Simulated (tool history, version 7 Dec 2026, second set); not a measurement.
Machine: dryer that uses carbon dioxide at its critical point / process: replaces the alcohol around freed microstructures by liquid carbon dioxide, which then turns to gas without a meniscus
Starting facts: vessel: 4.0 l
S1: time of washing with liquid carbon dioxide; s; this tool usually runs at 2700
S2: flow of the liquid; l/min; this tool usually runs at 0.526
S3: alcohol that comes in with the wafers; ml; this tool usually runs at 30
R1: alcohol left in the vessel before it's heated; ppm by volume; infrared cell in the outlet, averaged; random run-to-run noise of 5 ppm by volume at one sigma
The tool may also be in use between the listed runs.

Run 1, hour 0.0: usual settings. Result: R1 59 ppm by volume.
Run 2, hour 13.1: usual settings. Result: R1 57 ppm by volume.
Run 3, hour 26.8: usual settings. Result: R1 74 ppm by volume.
Run 4, hour 33.1: usual settings. Result: R1 72 ppm by volume.
Run 5, hour 47.5: usual settings. Result: R1 68 ppm by volume.
Run 6, hour 59.5: usual settings. Result: R1 72 ppm by volume.
Run 7, hour 68.9: usual settings. Result: R1 66 ppm by volume.
Run 8, hour 81.6: usual settings. Result: R1 76 ppm by volume.
Run 9, hour 88.3: usual settings. Result: R1 76 ppm by volume.
Run 10, hour 101.7: usual settings but S1 4200 s, S2 0.670 l/min, S3 26 ml. Result: R1 43 ppm by volume.
Run 11, hour 108.1: usual settings but S2 0.500 l/min, S3 81 ml. Result: R1 167 ppm by volume.
Run 12, hour 120.2: usual settings but S2 0.410 l/min, S3 102 ml. Result: R1 449 ppm by volume.
Run 13, hour 134.3: usual settings but S1 3300 s, S2 0.829 l/min, S3 60 ml. Result: R1 37 ppm by volume.
Run 14, hour 144.1: usual settings but S1 2460 s, S2 0.459 l/min, S3 69 ml. Result: R1 302 ppm by volume.
Run 15, hour 157.8: usual settings but S1 2460 s, S2 0.508 l/min, S3 47 ml. Result: R1 156 ppm by volume.
Run 16, hour 170.0: usual settings but S1 2520 s, S2 0.479 l/min, S3 69 ml. Result: R1 250 ppm by volume.
Run 17, hour 180.3: usual settings but S1 2880 s, S3 64 ml. Result: R1 100 ppm by volume.
Run 18, hour 193.0: usual settings but S2 0.356 l/min, S3 113 ml. Result: R1 922 ppm by volume.

Below are 3 alternative next runs, each starting from the tool's condition after run 18. Predict each:
Run A, hour 206.7: usual settings but S1 2160 s. Result: R1 ?.
Run B, hour 206.7: usual settings but S1 2880 s, S2 0.582 l/min, S3 106 ml. Result: R1 ?.
Run C, hour 206.7: usual settings but S1 3240 s, S2 0.356 l/min, S3 113 ml. Result: R1 ?.

run   R1
  A  158
  B   98
  C  503
Take away the tool's hidden state, keep each run's random variation, and the runs would have read:
run   R1
  A   86
  B   34
  C  372
